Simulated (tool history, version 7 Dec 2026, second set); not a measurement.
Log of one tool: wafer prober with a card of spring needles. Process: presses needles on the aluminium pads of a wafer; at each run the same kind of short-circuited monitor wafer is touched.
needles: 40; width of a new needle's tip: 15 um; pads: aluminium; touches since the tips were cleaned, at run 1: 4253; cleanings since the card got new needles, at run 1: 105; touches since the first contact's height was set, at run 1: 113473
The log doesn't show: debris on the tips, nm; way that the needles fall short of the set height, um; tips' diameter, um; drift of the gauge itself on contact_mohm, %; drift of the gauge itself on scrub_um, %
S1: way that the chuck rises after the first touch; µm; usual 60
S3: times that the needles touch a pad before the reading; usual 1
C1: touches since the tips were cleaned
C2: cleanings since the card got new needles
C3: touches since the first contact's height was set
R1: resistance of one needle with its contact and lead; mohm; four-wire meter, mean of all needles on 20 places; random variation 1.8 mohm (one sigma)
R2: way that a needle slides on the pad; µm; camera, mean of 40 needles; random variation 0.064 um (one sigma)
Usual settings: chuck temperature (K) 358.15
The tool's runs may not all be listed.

run 1 hour=0 | S1=60 chuck_temperature_(K)=358.15 S3=1 | C1=4253 C2=105 C3=113473 | R1=185 R2=15.22
-- hour=2.5 tips cleaned on abrasive film
-- hour=12.5 tips cleaned on abrasive film
-- hour=23.4 tips cleaned on abrasive film
run 2 hour=23.7 | S1=60 chuck_temperature_(K)=358.15 S3=1 | C1=132 C2=108 C3=124391 | R1=182 R2=15.2
-- hour=33.7 tips cleaned on abrasive film
-- hour=45.1 tips cleaned on abrasive film
run 3 hour=51.7 | S1=60 chuck_temperature_(K)=320.15 S3=1 | C1=3104 C2=110 C3=137394 | R1=174 R2=15.3
-- hour=55.8 tips cleaned on abrasive film
-- hour=67.1 tips cleaned on abrasive film
-- hour=78.2 tips cleaned on abrasive film
-- hour=88.5 tips cleaned on abrasive film
run 4 hour=89.8 | S1=60 chuck_temperature_(K)=320.15 S3=1 | C1=594 C2=114 C3=154976 | R1=176 R2=15.19
-- hour=99.5 tips cleaned on abrasive film
-- hour=111.3 tips cleaned on abrasive film
run 5 hour=111.8 | S1=60 chuck_temperature_(K)=358.15 S3=2 | C1=220 C2=116 C3=165128 | R1=182 R2=15.31
-- hour=123.5 tips cleaned on abrasive film
-- hour=135.2 tips cleaned on abrasive film
run 6 hour=141.7 | S1=60 chuck_temperature_(K)=385.15 S3=2 | C1=3034 C2=118 C3=179015 | R1=192 R2=15.21
-- hour=146.2 tips cleaned on abrasive film
-- hour=156 tips cleaned on abrasive film
run 7 hour=164.3 | S1=60 chuck_temperature_(K)=388.15 S3=1 | C1=3856 C2=120 C3=189447 | R1=190 R2=15.16
-- hour=166.3 tips cleaned on abrasive film
-- hour=178 tips cleaned on abrasive film
-- hour=189.6 tips cleaned on abrasive film
run 8 hour=199.2 | S1=60 chuck_temperature_(K)=388.15 S3=1 | C1=4506 C2=123 C3=205635 | R1=191 R2=15.22
-- hour=201.8 tips cleaned on abrasive film
-- hour=211.2 height of the first contact set anew
-- hour=213.8 tips cleaned on abrasive film
run 9 hour=221 | S1=44 chuck_temperature_(K)=358.15 S3=1 | C1=3348 C2=125 C3=4486 | R1=196 R2=11.08
-- hour=225.6 tips cleaned on abrasive film
-- hour=237 tips cleaned on abrasive film
-- hour=248 tips cleaned on abrasive film
run 10 hour=255.1 | S1=60 chuck_temperature_(K)=382.15 S3=1 | C1=3308 C2=128 C3=20268 | R1=191 R2=15.19
-- hour=260 tips cleaned on abrasive film
-- hour=271.4 tips cleaned on abrasive film
run 11 hour=279.2 | S1=47 chuck_temperature_(K)=382.15 S3=1 | C1=3623 C2=130 C3=31426 | R1=201 R2=11.88
-- hour=283.5 tips cleaned on abrasive film
-- hour=294.6 tips cleaned on abrasive film
run 12 hour=302.1 | S1=47 chuck_temperature_(K)=382.15 S3=1 | C1=3522 C2=132 C3=42044 | R1=203 R2=11.86
-- hour=306.8 tips cleaned on abrasive film
-- hour=318 tips cleaned on abrasive film
-- hour=329.5 tips cleaned on abrasive film
run 13 hour=337.3 | S1=60 chuck_temperature_(K)=358.15 S3=1 | C1=3645 C2=135 C3=58331 | R1=185 R2=15.12
-- hour=339.9 tips cleaned on abrasive film
-- hour=351 tips cleaned on abrasive film
-- hour=362.1 tips cleaned on abrasive film
run 14 hour=369.4 | S1=60 chuck_temperature_(K)=358.15 S3=1 | C1=3377 C2=138 C3=73151 | R1=183 R2=15.22
-- hour=374.3 tips cleaned on abrasive film
-- hour=385.7 tips cleaned on abrasive film
-- hour=395.6 tips cleaned on abrasive film
run 15 hour=401.7 | S1=60 chuck_temperature_(K)=358.15 S3=1 | C1=2865 C2=141 C3=88105 | R1=183 R2=15.17
-- hour=405.8 tips cleaned on abrasive film
-- hour=417.1 tips cleaned on abrasive film
-- hour=427.6 tips cleaned on abrasive film
-- hour=438.6 tips cleaned on abrasive film
run 16 hour=438.6 | S1=60 chuck_temperature_(K)=358.15 S3=2 | C1=0 C2=145 C3=105129 | R1=184 R2=14.93
-- hour=450 tips cleaned on abrasive film
-- hour=461.8 tips cleaned on abrasive film
run 17 hour=462.4 | S1=60 chuck_temperature_(K)=303.15 S3=1 | C1=272 C2=147 C3=116139 | R1=173 R2=15.04
-- hour=472.2 tips cleaned on abrasive film
-- hour=482.4 tips cleaned on abrasive film
run 18 hour=487.1 | S1=60 chuck_temperature_(K)=322.15 S3=1 | C1=2202 C2=149 C3=127596 | R1=180 R2=15.11
-- hour=493.8 tips cleaned on abrasive film
-- hour=504.8 tips cleaned on abrasive film
run 19 hour=509.8 | S1=47 chuck_temperature_(K)=396.15 S3=2 | C1=2332 C2=151 C3=138076 | R1=204 R2=11.8
-- hour=516.7 tips cleaned on abrasive film
-- hour=527.1 tips cleaned on abrasive film
run 20 hour=527.1 | S1=47 chuck_temperature_(K)=396.15 S3=2 | C1=0 C2=153 C3=146080 | R1=200 R2=11.74
-- hour=538.6 tips cleaned on abrasive film
-- hour=550.1 tips cleaned on abrasive film
run 21 hour=558.6 | S1=44 chuck_temperature_(K)=396.15 S3=1 | C1=3955 C2=155 C3=160679 | R1=201 R2=10.99
-- hour=561.1 tips cleaned on abrasive film
-- hour=571 tips cleaned on abrasive film
-- hour=582.6 tips cleaned on abrasive film
-- hour=593.6 tips cleaned on abrasive film
run 22 hour=597 | S1=44 chuck_temperature_(K)=396.15 S3=1 | C1=1616 C2=159 C3=178440 | R1=208 R2=11
-- hour=604.4 tips cleaned on abrasive film
-- hour=616.4 tips cleaned on abrasive film
run 23 hour=619.9 | S1=60 chuck_temperature_(K)=303.15 S3=3 | C1=1646 C2=161 C3=189039 | R1=171 R2=15.06
-- hour=627.2 tips cleaned on abrasive film
-- hour=639.1 tips cleaned on abrasive film
run 24 hour=639.1 | S1=63 chuck_temperature_(K)=303.15 S3=2 | C1=0 C2=163 C3=197903 | R1=168 R2=15.79
-- hour=649.9 tips cleaned on abrasive film
-- hour=662 tips cleaned on abrasive film
-- hour=667.2 height of the first contact set anew
-- hour=672.2 tips cleaned on abrasive film
run 25 hour=672.7 | S1=43 chuck_temperature_(K)=303.15 S3=1 | C1=252 C2=166 C3=2528 | R1=182 R2=10.71

3 ways to go on from here, each from the tool as it stands after run 25. What would each give?
-- hour=682.4 tips cleaned on abrasive film
run A hour=688.6 | S1=48 chuck_temperature_(K)=391.15 S3=1 | C1=2896 C2=167 C3=9890 | R1=? R2=?
-- hour=682.4 tips cleaned on abrasive film
run B hour=688.6 | S1=43 chuck_temperature_(K)=303.15 S3=1 | C1=2896 C2=167 C3=9890 | R1=? R2=?
-- hour=682.4 tips cleaned on abrasive film
run C hour=688.6 | S1=65 chuck_temperature_(K)=358.15 S3=2 | C1=2896 C2=167 C3=9890 | R1=? R2=?

run=A R1=203 R2=11.99
run=B R1=181 R2=10.8
run=C R1=186 R2=16.31
Without the tool's hidden state the same runs would have given:
run=A R1=202 R2=12.15
run=B R1=180 R2=10.95
run=C R1=186 R2=16.54
